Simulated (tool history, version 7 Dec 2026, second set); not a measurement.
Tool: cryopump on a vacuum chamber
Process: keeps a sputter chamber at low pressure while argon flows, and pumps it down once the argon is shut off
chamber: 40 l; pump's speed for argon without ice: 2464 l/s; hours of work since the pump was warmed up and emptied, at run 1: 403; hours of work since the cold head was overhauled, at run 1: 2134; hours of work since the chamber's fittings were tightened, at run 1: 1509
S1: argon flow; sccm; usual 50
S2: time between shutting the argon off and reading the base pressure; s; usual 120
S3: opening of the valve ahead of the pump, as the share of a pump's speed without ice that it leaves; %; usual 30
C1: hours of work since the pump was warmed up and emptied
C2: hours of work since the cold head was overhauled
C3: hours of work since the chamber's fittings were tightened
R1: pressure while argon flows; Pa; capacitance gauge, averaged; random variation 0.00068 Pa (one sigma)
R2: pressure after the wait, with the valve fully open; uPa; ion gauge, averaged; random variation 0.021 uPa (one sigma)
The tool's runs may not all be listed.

run     day  S1   S2  S3   C1    C2    C3      R1    R2
  1   0.000  50  120  30  403  2134  1509  0.1221  0.68
  2   3.029  50  120  30  463  2194  1569  0.1245  0.67
  3   4.725  50   79  30  496  2228  1602  0.1246  0.87
  4   6.658  50   79  30  535  2266  1641  0.1257  0.90
      7.646  -- pump warmed up, emptied and cooled again
  5   9.779  50   79  30   42  2324  1699  0.1162  0.84
  6  12.329  50  120  30   93  2375  1749  0.1166  0.67
  7  14.750  50  120  30  141  2423  1797  0.1176  0.67
  8  16.488  50  182  30  175  2457  1832  0.1176  0.53
  9  19.125  50  182  30  228  2509  1884  0.1182  0.56
 10  21.429  50  182  30  273  2555  1930  0.1189  0.54
 11  24.667  50  182  30  338  2619  1994  0.1218  0.61
 12  27.525  50  118  30  394  2676  2051  0.1223  0.76
 13  29.725  50  118  30  438  2720  2094  0.1237  0.75
 14  31.692  53   49  30  477  2759  2133  0.1311  1.35
 15  34.308  92   31  27  529  2810  2185  0.2555  1.78
     35.404  -- pump warmed up, emptied and cooled again
 16  36.138  92   31  27   15  2843  2217  0.2345  1.73
 17  38.708  40  120  58   65  2894  2268  0.0486  0.70
 18  41.862  30  226  31  128  2956  2331  0.0684  0.53
 19  45.221  30   28  16  195  3023  2398  0.1307  1.85
 20  47.467  50   46  30  239  3067  2442  0.1191  1.35

Forecast run 21:
 21  49.796  70  50  17  285  3114  2488   ?   ?

{"run 21": {"R1": 0.2905, "R2": 1.26}}
Without the tool's hidden state the same run would have given R1 0.2824 Pa, R2 1.00 uPa.

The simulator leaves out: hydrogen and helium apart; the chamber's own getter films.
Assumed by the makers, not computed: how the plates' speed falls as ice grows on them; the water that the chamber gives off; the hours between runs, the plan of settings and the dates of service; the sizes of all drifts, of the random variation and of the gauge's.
